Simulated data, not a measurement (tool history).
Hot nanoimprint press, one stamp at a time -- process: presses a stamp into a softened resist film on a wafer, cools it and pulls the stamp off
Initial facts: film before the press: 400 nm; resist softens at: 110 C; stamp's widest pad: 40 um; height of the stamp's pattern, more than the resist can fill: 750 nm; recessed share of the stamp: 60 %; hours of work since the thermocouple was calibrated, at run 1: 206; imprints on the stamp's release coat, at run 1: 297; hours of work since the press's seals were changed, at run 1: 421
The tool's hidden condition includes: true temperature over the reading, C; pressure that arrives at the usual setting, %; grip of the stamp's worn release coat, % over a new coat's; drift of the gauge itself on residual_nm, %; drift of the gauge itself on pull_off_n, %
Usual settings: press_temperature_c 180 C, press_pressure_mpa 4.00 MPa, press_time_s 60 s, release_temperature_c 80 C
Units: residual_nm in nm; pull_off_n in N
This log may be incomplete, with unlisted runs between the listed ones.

run     day  press_temperature_c  press_pressure_mpa  press_time_s  release_temperature_c  hours of work since the thermocouple was calibrated  imprints on the stamp's release coat  hours of work since the press's seals were changed  residual_nm  pull_off_n
  1   0.000                  180                4.00            60                     80                                                  206                                   297                                                 421        144.5       122.4
  2   2.483                  180                4.00            60                     80                                                  234                                   396                                                 449        144.4       123.6
  3   5.821                  180                4.00            43                     80                                                  271                                   528                                                 486        161.6       123.9
      6.108  -- plate thermocouple calibrated
  4   8.675                  180                4.00            43                     80                                                   29                                   636                                                 517        159.4       123.2
     10.983  -- stamp cleaned and given a new release coat
  5  11.067                  180                4.00            43                     80                                                   53                                     3                                                 541        159.2       119.2
  6  12.571                  180                4.00            43                     80                                                   70                                    63                                                 558        158.6       118.9
  7  15.029                  180                4.00            60                     80                                                   97                                   160                                                 585        141.1       120.1
  8  17.821                  180                4.00            60                     80                                                  129                                   271                                                 617        141.1       119.9
  9  20.567                  180                4.00            60                     80                                                  159                                   380                                                 648        140.6       120.8
     22.454  -- plate thermocouple calibrated, once more
 10  23.167                  180                4.00            60                     80                                                    8                                   478                                                 675        148.9       124.5
 11  26.417                  180                4.00            60                     80                                                   44                                   607                                                 712        149.3       125.6
     29.550  -- stamp cleaned and given a new release coat
 12  29.762                  180                4.00            60                     80                                                   79                                     9                                                 747        149.0       121.7
 13  32.850                  180                4.00            60                     80                                                  114                                   131                                                 781        147.9       121.9
     34.412  -- press's hydraulic seals changed and the load cell set to zero
 14  36.517                  180                4.00            60                     80                                                  151                                   263                                                  24        144.4       122.6
 15  39.225                  192                4.11            78                     66                                                  182                                   371                                                  54         84.3       155.2
 16  42.696                  178                2.70            68                     81                                                  220                                   508                                                  93        184.7       122.0
 17  45.742                  178                2.70            68                     81                                                  255                                   629                                                 127        184.2       122.2
     47.479  -- plate thermocouple calibrated
     48.388  -- stamp cleaned and given a new release coat
 18  49.350                  180                4.00            65                     72                                                   18                                    38                                                 163        141.8       140.1
 19  52.725                  180                2.96            60                     66                                                   56                                   172                                                 201        172.8       153.0
 20  55.696                  181                2.80            32                     79                                                   89                                   290                                                 234        210.1       126.0
 21  58.454                  180                3.53            32                     75                                                  120                                   400                                                 265        191.7       135.5
 22  61.983                  180                4.00            74                     83                                                  160                                   540                                                 305        134.5       117.6
 23  64.112                  180                4.00            60                     76                                                  184                                   624                                                 329        144.4       134.9
 24  66.179                  180                5.81            60                     84                                                  207                                   706                                                 352        116.3       116.3
     66.738  -- stamp cleaned and given a new release coat
 25  67.938                  180                5.20            32                     80                                                  224                                    48                                                 369        154.2       120.5
 26  70.033                  182                4.27            32                     80                                                  247                                   131                                                 392        159.5       121.4

Each row is a separate what-if for the run after 26, all from the same tool condition, not one after another. Results?
     72.583  -- plate thermocouple calibrated
  A  73.154                  179                4.00           105                     83                                                    6                                   250                                                 426            ?           ?
     72.583  -- plate thermocouple calibrated
  B  73.154                  182                3.56            32                     86                                                    6                                   250                                                 426            ?           ?
     72.583  -- plate thermocouple calibrated
  C  73.154                  182                3.62            32                     80                                                    6                                   250                                                 426            ?           ?
     72.583  -- plate thermocouple calibrated
  D  73.154                  182                2.55            32                     80                                                    6                                   250                                                 426            ?           ?
     72.583  -- plate thermocouple calibrated
  E  73.154                  177                2.70            66                     80                                                    6                                   250                                                 426            ?           ?

run  residual_nm  pull_off_n
  A        127.0       117.4
  B        182.5       110.7
  C        180.6       123.3
  D        217.0       124.6
  E        199.5       124.6
Take away the tool's hidden state, keep each run's random variation, and the runs would have read:
run  residual_nm  pull_off_n
  A        124.6       115.2
  B        179.6       108.6
  C        177.7       121.0
  D        214.3       122.3
  E        196.8       122.3
